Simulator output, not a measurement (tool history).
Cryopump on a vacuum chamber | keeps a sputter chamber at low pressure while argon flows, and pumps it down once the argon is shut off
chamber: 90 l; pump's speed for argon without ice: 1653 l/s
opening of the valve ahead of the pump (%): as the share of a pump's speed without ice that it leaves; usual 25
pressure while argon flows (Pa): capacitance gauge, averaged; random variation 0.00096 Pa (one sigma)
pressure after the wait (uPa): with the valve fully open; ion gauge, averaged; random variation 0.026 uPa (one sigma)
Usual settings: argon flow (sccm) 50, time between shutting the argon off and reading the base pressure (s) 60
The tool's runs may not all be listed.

run	hour	argon flow (sccm)	time between shutting the argon off and reading the base pressure (s)	opening of the valve ahead of the pump (%)	pressure while argon flows (Pa)	pressure after the wait (uPa)
1	0	50	60	25	0.2068	2.05
2	12.6	50	60	25	0.2068	2.07
3	23.8	50	60	25	0.2077	2.16
4	43.6	50	60	25	0.2081	2.13
5	59.9	50	60	25	0.2089	2.14
6	76.5	50	60	25	0.2081	2.11
7	92.2	50	60	25	0.2089	2.14
8	105.8	50	60	25	0.2085	2.11
9	124.2	50	60	25	0.2085	2.17
10	136.1	50	60	25	0.2094	2.11
11	144.8	50	60	25	0.2096	2.11
12	155.9	22	60	25	0.0913	2.15
13	166.6	22	248	25	0.0916	1.43
14	186.8	50	93	55	0.0964	1.81
15	200.2	53	60	44	0.1279	2.14
16	215.9	29	83	25	0.1195	1.88
17	226.2	37	60	15	0.2529	2.12
18	245.9	58	29	55	0.1126	3.17
19	262.2	58	29	55	0.1119	3.09
20	277.8	58	29	55	0.1132	3.12
21	293.3	58	29	55	0.1129	3.16
22	308.1	50	194	45	0.1182	1.5
23	318	74	60	22	0.3487	2.14
24	337.5	74	60	22	0.3524	2.21

Measured less the same run without the tool's hidden state. The same run-to-run variation is in both; the gauge's scatter may not be:
The hidden state here: pump's speed, % of a pump's without ice; cold plate's temperature, K; leak into the chamber, uPa l/s; drift of the gauge itself on working_pa, %; drift of the gauge itself on base_upa, %.
run	pressure while argon flows (Pa)	pressure after the wait (uPa)
1	+0.0031	+0.99
2	+0.0032	+1
3	+0.0032	+1.03
4	+0.0033	+1.02
5	+0.0034	+1.02
6	+0.0035	+1.03
7	+0.0035	+1.02
8	+0.0036	+1.03
9	+0.0037	+1.03
10	+0.0037	+1.03
11	+0.0038	+1.02
12	+0.0016	+1.03
13	+0.0017	+1.03
14	+0.0039	+1.06
15	+0.0043	+1.05
16	+0.0023	+1.06
17	+0.003	+1.05
18	+0.0049	+1.06
19	+0.0049	+1.06
20	+0.0049	+1.07
21	+0.005	+1.08
22	+0.0044	+1.05
23	+0.0065	+1.07
24	+0.0067	+1.1
